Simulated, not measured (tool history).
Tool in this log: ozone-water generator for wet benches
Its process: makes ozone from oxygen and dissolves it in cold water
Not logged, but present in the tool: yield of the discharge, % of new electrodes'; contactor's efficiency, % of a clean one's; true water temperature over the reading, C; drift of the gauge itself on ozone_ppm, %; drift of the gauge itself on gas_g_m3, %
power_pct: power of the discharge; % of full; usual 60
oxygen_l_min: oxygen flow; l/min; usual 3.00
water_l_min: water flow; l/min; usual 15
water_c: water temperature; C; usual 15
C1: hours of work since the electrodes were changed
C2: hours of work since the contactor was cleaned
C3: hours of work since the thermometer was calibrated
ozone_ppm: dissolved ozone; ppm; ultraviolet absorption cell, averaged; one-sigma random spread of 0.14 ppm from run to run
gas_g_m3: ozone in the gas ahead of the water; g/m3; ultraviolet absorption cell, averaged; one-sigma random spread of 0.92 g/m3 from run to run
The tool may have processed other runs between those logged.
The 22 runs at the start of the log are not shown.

At day 39.038: gauge calibrated.
Run 23, day 40.550: usual settings but oxygen_l_min 2.11 l/min, water_c 9 C; C1 1686; C2 2480; C3 3415. Result: ozone_ppm 15.4 ppm, gas_g_m3 175.1 g/m3.
Run 24, day 41.679: usual settings but water_l_min 11 l/min, water_c 19 C; C1 1703; C2 2497; C3 3432. Result: ozone_ppm 19.8 ppm, gas_g_m3 152.1 g/m3.
At day 43.117: contactor cleaned.
Run 25, day 43.958: usual settings but power_pct 55 % of full, oxygen_l_min 4.37 l/min, water_l_min 11 l/min, water_c 12 C; C1 1736; C2 13; C3 3465. Result: ozone_ppm 22.5 ppm, gas_g_m3 125.1 g/m3.
Run 26, day 44.892: usual settings but power_pct 55 % of full, oxygen_l_min 4.37 l/min, water_l_min 11 l/min, water_c 12 C; C1 1751; C2 28; C3 3479. Result: ozone_ppm 22.5 ppm, gas_g_m3 126.2 g/m3.
Run 27, day 46.858: usual settings but power_pct 55 % of full, oxygen_l_min 4.37 l/min, water_l_min 11 l/min, water_c 12 C; C1 1781; C2 58; C3 3510. Result: ozone_ppm 22.1 ppm, gas_g_m3 127.1 g/m3.
Run 28, day 49.079: usual settings but power_pct 42 % of full, oxygen_l_min 4.37 l/min, water_l_min 16 l/min, water_c 12 C; C1 1815; C2 92; C3 3544. Result: ozone_ppm 14.1 ppm, gas_g_m3 109.4 g/m3.
Run 29, day 50.912: usual settings but power_pct 42 % of full, oxygen_l_min 4.37 l/min, water_l_min 16 l/min, water_c 12 C; C1 1844; C2 121; C3 3573. Result: ozone_ppm 14.1 ppm, gas_g_m3 109.2 g/m3.
Run 30, day 53.167: usual settings but power_pct 42 % of full, oxygen_l_min 2.47 l/min, water_l_min 13 l/min, water_c 12 C; C1 1879; C2 156; C3 3608. Result: ozone_ppm 14.7 ppm, gas_g_m3 134.3 g/m3.
Run 31, day 55.125: usual settings but power_pct 42 % of full, oxygen_l_min 2.47 l/min, water_l_min 13 l/min, water_c 12 C; C1 1909; C2 186; C3 3638. Result: ozone_ppm 14.9 ppm, gas_g_m3 133.9 g/m3.
Run 32, day 56.529: usual settings but power_pct 42 % of full, oxygen_l_min 2.47 l/min, water_l_min 13 l/min, water_c 12 C; C1 1931; C2 208; C3 3660. Result: ozone_ppm 14.8 ppm, gas_g_m3 133.9 g/m3.
Run 33, day 58.338: usual settings but power_pct 53 % of full; C1 1959; C2 236; C3 3688. Result: ozone_ppm 14.9 ppm, gas_g_m3 141.0 g/m3.
Run 34, day 60.262: usual settings but power_pct 53 % of full, oxygen_l_min 2.34 l/min, water_c 8 C; C1 1989; C2 266; C3 3718. Result: ozone_ppm 15.0 ppm, gas_g_m3 154.2 g/m3.

Here are 3 independent what-if runs from the current tool condition. What would each one return?
Run A, day 61.700: usual settings but oxygen_l_min 3.76 l/min, water_c 8 C; C1 2011; C2 288; C3 3740. Result: ozone_ppm ?, gas_g_m3 ?.
Run B, day 61.700: usual settings but oxygen_l_min 3.76 l/min, water_c 8 C; C1 2011; C2 288; C3 3740. Result: ozone_ppm ?, gas_g_m3 ?.
Run C, day 61.700: usual settings but oxygen_l_min 2.16 l/min, water_l_min 10 l/min; C1 2011; C2 288; C3 3740. Result: ozone_ppm ?, gas_g_m3 ?.

run  ozone_ppm  gas_g_m3
  A       18.6     137.1
  B       18.9     139.1
  C       21.3     170.4
The same runs, with their run-to-run variation unchanged, on a tool lacking any hidden condition would have given:
run  ozone_ppm  gas_g_m3
  A       18.7     139.7
  B       18.9     141.7
  C       21.4     173.7

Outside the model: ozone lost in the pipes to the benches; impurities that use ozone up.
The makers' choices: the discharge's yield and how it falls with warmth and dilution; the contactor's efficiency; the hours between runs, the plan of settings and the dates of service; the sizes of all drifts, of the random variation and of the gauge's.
